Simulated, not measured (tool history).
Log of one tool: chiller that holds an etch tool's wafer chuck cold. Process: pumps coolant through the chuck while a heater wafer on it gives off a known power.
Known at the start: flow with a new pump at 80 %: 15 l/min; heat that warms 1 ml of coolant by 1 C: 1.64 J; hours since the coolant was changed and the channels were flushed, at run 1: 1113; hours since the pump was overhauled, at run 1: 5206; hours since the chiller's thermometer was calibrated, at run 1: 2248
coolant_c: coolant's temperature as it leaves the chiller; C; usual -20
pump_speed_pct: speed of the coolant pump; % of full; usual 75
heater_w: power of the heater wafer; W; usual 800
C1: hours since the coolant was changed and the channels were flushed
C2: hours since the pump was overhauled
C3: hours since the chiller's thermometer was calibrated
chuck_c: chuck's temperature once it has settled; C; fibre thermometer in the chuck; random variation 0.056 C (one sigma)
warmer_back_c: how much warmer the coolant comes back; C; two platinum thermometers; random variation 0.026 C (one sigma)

run 1 hour=0 | coolant_c=-20 pump_speed_pct=75 heater_w=800 | C1=1113 C2=5206 C3=2248 | chuck_c=-14.52 warmer_back_c=2.07
run 2 hour=128.3 | coolant_c=-20 pump_speed_pct=75 heater_w=800 | C1=1241 C2=5334 C3=2376 | chuck_c=-14.49 warmer_back_c=2.06
run 3 hour=216 | coolant_c=-20 pump_speed_pct=75 heater_w=800 | C1=1329 C2=5422 C3=2464 | chuck_c=-14.4 warmer_back_c=2.1
run 4 hour=311.2 | coolant_c=-20 pump_speed_pct=75 heater_w=975 | C1=1424 C2=5517 C3=2559 | chuck_c=-13.27 warmer_back_c=2.51
run 5 hour=382.8 | coolant_c=-20 pump_speed_pct=75 heater_w=800 | C1=1496 C2=5589 C3=2631 | chuck_c=-14.47 warmer_back_c=2.07
run 6 hour=492.1 | coolant_c=-20 pump_speed_pct=75 heater_w=800 | C1=1605 C2=5698 C3=2740 | chuck_c=-14.51 warmer_back_c=2.09
run 7 hour=552.9 | coolant_c=-20 pump_speed_pct=75 heater_w=981 | C1=1666 C2=5759 C3=2801 | chuck_c=-13.28 warmer_back_c=2.56
run 8 hour=690.3 | coolant_c=-20 pump_speed_pct=75 heater_w=981 | C1=1803 C2=5896 C3=2938 | chuck_c=-13.24 warmer_back_c=2.58
run 9 hour=782.7 | coolant_c=-20 pump_speed_pct=75 heater_w=561 | C1=1896 C2=5989 C3=3031 | chuck_c=-16.08 warmer_back_c=1.45
run 10 hour=877.4 | coolant_c=-20 pump_speed_pct=75 heater_w=561 | C1=1990 C2=6083 C3=3125 | chuck_c=-16.05 warmer_back_c=1.47
run 11 hour=949.4 | coolant_c=-20 pump_speed_pct=75 heater_w=561 | C1=2062 C2=6155 C3=3198 | chuck_c=-16.04 warmer_back_c=1.48
-- hour=1043.9 chiller's thermometer calibrated
run 12 hour=1057.8 | coolant_c=-20 pump_speed_pct=75 heater_w=918 | C1=2170 C2=6263 C3=14 | chuck_c=-13.62 warmer_back_c=2.41
run 13 hour=1143.7 | coolant_c=-20 pump_speed_pct=75 heater_w=800 | C1=2256 C2=6349 C3=100 | chuck_c=-14.43 warmer_back_c=2.08
run 14 hour=1210.5 | coolant_c=-20 pump_speed_pct=75 heater_w=523 | C1=2322 C2=6416 C3=167 | chuck_c=-16.42 warmer_back_c=1.39
run 15 hour=1335 | coolant_c=-20 pump_speed_pct=96 heater_w=800 | C1=2447 C2=6540 C3=291 | chuck_c=-15.18 warmer_back_c=1.55
run 16 hour=1469.5 | coolant_c=-18 pump_speed_pct=64 heater_w=1183 | C1=2581 C2=6674 C3=426 | chuck_c=-8.94 warmer_back_c=3.62
run 17 hour=1546.2 | coolant_c=-26 pump_speed_pct=87 heater_w=548 | C1=2658 C2=6751 C3=502 | chuck_c=-22.48 warmer_back_c=1.22
run 18 hour=1679.8 | coolant_c=-23 pump_speed_pct=77 heater_w=561 | C1=2792 C2=6885 C3=636 | chuck_c=-19.15 warmer_back_c=1.45
run 19 hour=1781.4 | coolant_c=-15 pump_speed_pct=96 heater_w=1086 | C1=2893 C2=6986 C3=737 | chuck_c=-8.46 warmer_back_c=2.21
run 20 hour=1899.4 | coolant_c=-15 pump_speed_pct=96 heater_w=932 | C1=3011 C2=7104 C3=855 | chuck_c=-9.45 warmer_back_c=1.87
run 21 hour=1957.8 | coolant_c=-20 pump_speed_pct=92 heater_w=800 | C1=3070 C2=7163 C3=914 | chuck_c=-15.04 warmer_back_c=1.71
-- hour=1978.8 coolant pump overhauled
run 22 hour=2024 | coolant_c=-29 pump_speed_pct=98 heater_w=573 | C1=3131 C2=45 C3=975 | chuck_c=-25.47 warmer_back_c=1.14
run 23 hour=2164.8 | coolant_c=-27 pump_speed_pct=91 heater_w=616 | C1=3272 C2=186 C3=1116 | chuck_c=-23.1 warmer_back_c=1.33
run 24 hour=2256.4 | coolant_c=-20 pump_speed_pct=80 heater_w=800 | C1=3363 C2=278 C3=1207 | chuck_c=-14.47 warmer_back_c=1.96
run 25 hour=2319.7 | coolant_c=-12 pump_speed_pct=97 heater_w=588 | C1=3426 C2=341 C3=1271 | chuck_c=-8.34 warmer_back_c=1.16
run 26 hour=2432.8 | coolant_c=-12 pump_speed_pct=97 heater_w=588 | C1=3540 C2=454 C3=1384 | chuck_c=-8.46 warmer_back_c=1.16
run 27 hour=2524.3 | coolant_c=-10 pump_speed_pct=97 heater_w=527 | C1=3631 C2=545 C3=1475 | chuck_c=-6.85 warmer_back_c=1.05
run 28 hour=2613.5 | coolant_c=-12 pump_speed_pct=97 heater_w=527 | C1=3720 C2=635 C3=1565 | chuck_c=-8.66 warmer_back_c=1.07
run 29 hour=2728.6 | coolant_c=-12 pump_speed_pct=97 heater_w=527 | C1=3835 C2=750 C3=1680 | chuck_c=-8.73 warmer_back_c=1.06
run 30 hour=2797.5 | coolant_c=-20 pump_speed_pct=70 heater_w=950 | C1=3904 C2=819 C3=1749 | chuck_c=-12.89 warmer_back_c=2.7

Hidden state or all else? Some run-to-run changes of chuck_c, split into what the settings, what came in and random variation would give without the hidden state, and what is left for the hidden state (with any gauge scatter that isn't in both results):
The hidden state here: heat passed by the chuck's channels, % of clean ones'; flow at a given pump speed, % of a new pump's; coolant's true temperature over the reading, C; drift of the gauge itself on chuck_c, C; drift of the gauge itself on warmer_back_c, C.
Run 7 -> 8: no setting changed, nothing entered. chuck_c +0.04 C: hidden state +0.02, all else +0.02.
Run 11 -> 12: heater_w 561 -> 918, chiller's thermometer calibrated. chuck_c +2.42 C: hidden state +0.03, all else +2.39.
Run 15 -> 16: coolant_c -20 -> -18, pump_speed_pct 96 -> 64, heater_w 800 -> 1183. chuck_c +6.24 C: hidden state +0.02, all else +6.22.
Run 16 -> 17: coolant_c -18 -> -26, pump_speed_pct 64 -> 87, heater_w 1183 -> 548. chuck_c -13.54 C: hidden state +0, all else -13.54.
Run 18 -> 19: coolant_c -23 -> -15, pump_speed_pct 77 -> 96, heater_w 561 -> 1086. chuck_c +10.69 C: hidden state +0.01, all else +10.68.
Run 21 -> 22: coolant_c -20 -> -29, pump_speed_pct 92 -> 98, heater_w 800 -> 573, coolant pump overhauled. chuck_c -10.43 C: hidden state -0.01, all else -10.42.
